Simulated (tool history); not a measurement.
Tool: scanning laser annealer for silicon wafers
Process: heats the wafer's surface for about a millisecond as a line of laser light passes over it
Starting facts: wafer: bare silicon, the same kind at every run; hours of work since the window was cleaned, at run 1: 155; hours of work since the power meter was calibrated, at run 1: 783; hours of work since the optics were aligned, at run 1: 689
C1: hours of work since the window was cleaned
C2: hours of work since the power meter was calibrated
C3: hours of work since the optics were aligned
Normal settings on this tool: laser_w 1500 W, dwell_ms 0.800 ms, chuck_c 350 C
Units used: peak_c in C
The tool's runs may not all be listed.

{"run": 1, "hour": 0.0, "laser_w": 1500, "dwell_ms": 0.8, "chuck_c": 350, "C1": 155, "C2": 783, "C3": 689, "peak_c": 1076}
{"run": 2, "hour": 49.0, "laser_w": 1500, "dwell_ms": 0.8, "chuck_c": 350, "C1": 185, "C2": 812, "C3": 718, "peak_c": 1073}
{"run": 3, "hour": 107.6, "laser_w": 1500, "dwell_ms": 0.8, "chuck_c": 350, "C1": 219, "C2": 847, "C3": 753, "peak_c": 1067}
{"run": 4, "hour": 150.6, "laser_w": 1380, "dwell_ms": 0.8, "chuck_c": 350, "C1": 245, "C2": 872, "C3": 778, "peak_c": 1009}
{"run": 5, "hour": 189.9, "laser_w": 1500, "dwell_ms": 0.8, "chuck_c": 350, "C1": 268, "C2": 896, "C3": 802, "peak_c": 1062}
{"run": 6, "hour": 281.7, "laser_w": 1500, "dwell_ms": 0.8, "chuck_c": 350, "C1": 323, "C2": 950, "C3": 856, "peak_c": 1063}
{"run": 7, "hour": 348.8, "laser_w": 1500, "dwell_ms": 0.955, "chuck_c": 350, "C1": 363, "C2": 990, "C3": 896, "peak_c": 1122}
{"hour": 364.7, "done": "window over the wafer cleaned"}
{"run": 8, "hour": 437.3, "laser_w": 1500, "dwell_ms": 0.955, "chuck_c": 350, "C1": 43, "C2": 1041, "C3": 948, "peak_c": 1149}

Run 9 is up next; what results do you expect?
{"run": 9, "hour": 530.3, "laser_w": 1486, "dwell_ms": 0.869, "chuck_c": 387, "C1": 98, "C2": 1097, "C3": 1003, "peak_c": "?"}

peak_c: 1142 C
With no hidden state in the tool, this same run would have given peak_c 1161 C.
